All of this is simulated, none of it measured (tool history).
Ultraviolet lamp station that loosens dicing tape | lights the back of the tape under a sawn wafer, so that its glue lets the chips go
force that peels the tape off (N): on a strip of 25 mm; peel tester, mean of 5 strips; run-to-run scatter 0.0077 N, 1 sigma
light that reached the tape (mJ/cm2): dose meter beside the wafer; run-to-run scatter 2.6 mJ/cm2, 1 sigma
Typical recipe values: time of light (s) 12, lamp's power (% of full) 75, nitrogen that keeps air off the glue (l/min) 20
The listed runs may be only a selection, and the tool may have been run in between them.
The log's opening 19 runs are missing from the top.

| run | day | time of light (s) | lamp's power (% of full) | nitrogen that keeps air off the glue (l/min) | force that peels the tape off (N) | light that reached the tape (mJ/cm2) |
|---|---|---|---|---|---|---|
| 20 | 28.717 | 12 | 73 | 23 | 0.379 | 293 |
| 21 | 30.504 | 12 | 73 | 23 | 0.396 | 292 |
| 22 | 31.571 | 12 | 73 | 23 | 0.386 | 285 |
| 23 | 33.058 | 12 | 78 | 20 | 0.349 | 301 |
| 24 | 34.596 | 17 | 82 | 20 | 0.193 | 452 |
| 25 | 36.262 | 12 | 75 | 6 | 0.925 | 286 |
| 26 | 38.088 | 12 | 75 | 6 | 0.963 | 286 |
| 27 | 39.008 | 8 | 72 | 21 | 1.127 | 180 |
| 28 | 40.125 | 8 | 72 | 21 | 1.169 | 176 |
| 29 | 41.817 | 8 | 72 | 21 | 1.18 | 176 |
| 30 | 43.471 | 12 | 64 | 20 | 0.684 | 237 |
| 31 | 44.642 | 20 | 74 | 32 | 0.173 | 449 |

Forecast run 32:
| 32 | 45.558 | 20 | 74 | 32 | ? | ? |

Run 32 came out at force that peels the tape off (N) 0.177, light that reached the tape (mJ/cm2) 444.
Were there no unlogged condition in the tool, this run, its random variation unchanged, would have produced force that peels the tape off (N) 0.164, light that reached the tape (mJ/cm2) 556.

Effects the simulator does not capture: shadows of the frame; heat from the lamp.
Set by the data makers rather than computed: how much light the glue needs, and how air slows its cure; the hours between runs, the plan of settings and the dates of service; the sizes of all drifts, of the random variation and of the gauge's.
